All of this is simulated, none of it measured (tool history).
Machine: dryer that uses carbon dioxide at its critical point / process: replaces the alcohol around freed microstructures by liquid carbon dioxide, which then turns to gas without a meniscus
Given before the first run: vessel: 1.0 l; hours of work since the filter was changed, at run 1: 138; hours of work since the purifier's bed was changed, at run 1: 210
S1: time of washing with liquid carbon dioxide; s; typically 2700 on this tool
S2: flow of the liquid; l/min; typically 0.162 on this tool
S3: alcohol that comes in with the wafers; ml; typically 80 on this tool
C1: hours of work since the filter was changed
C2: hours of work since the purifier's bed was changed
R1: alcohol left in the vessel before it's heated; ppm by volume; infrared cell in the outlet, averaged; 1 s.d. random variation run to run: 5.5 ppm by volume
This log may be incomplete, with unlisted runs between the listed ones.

run,hour,S1,S2,S3,C1,C2,R1
1,0,2700,0.162,80,138,210,283
2,53.1,2700,0.162,80,177,249,321
3,110.3,2700,0.162,80,218,290,349
4,139.3,2700,0.162,80,239,311,367
# hour 208.8: inlet filter changed
5,208.8,2700,0.162,80,0,361,312
6,265.6,2700,0.162,80,41,402,341
7,293.3,2700,0.162,80,61,422,351
8,348.6,2700,0.147,80,101,463,524
9,378.7,4200,0.156,57,123,484,214
10,430.2,2340,0.228,89,161,522,288
11,476.3,2280,0.265,52,194,555,262
# hour 536.4: purifier's bed changed
12,545.4,2280,0.265,52,242,7,16
13,608.1,2700,0.162,70,288,52,257
# hour 613.9: inlet filter changed
14,674,2640,0.224,109,44,99,83
15,717.7,2820,0.145,40,75,131,196

Alternative continuations, all from the tool just after run 15; predict every row:
A,746.1,1740,0.141,72,96,151,?
B,746.1,2820,0.167,40,96,151,?
C,746.1,2820,0.105,82,96,151,?

run,R1
A,2438
B,132
C,1378
Without the tool's unlogged condition, the same runs would have read:
run,R1
A,2107
B,48
C,1135
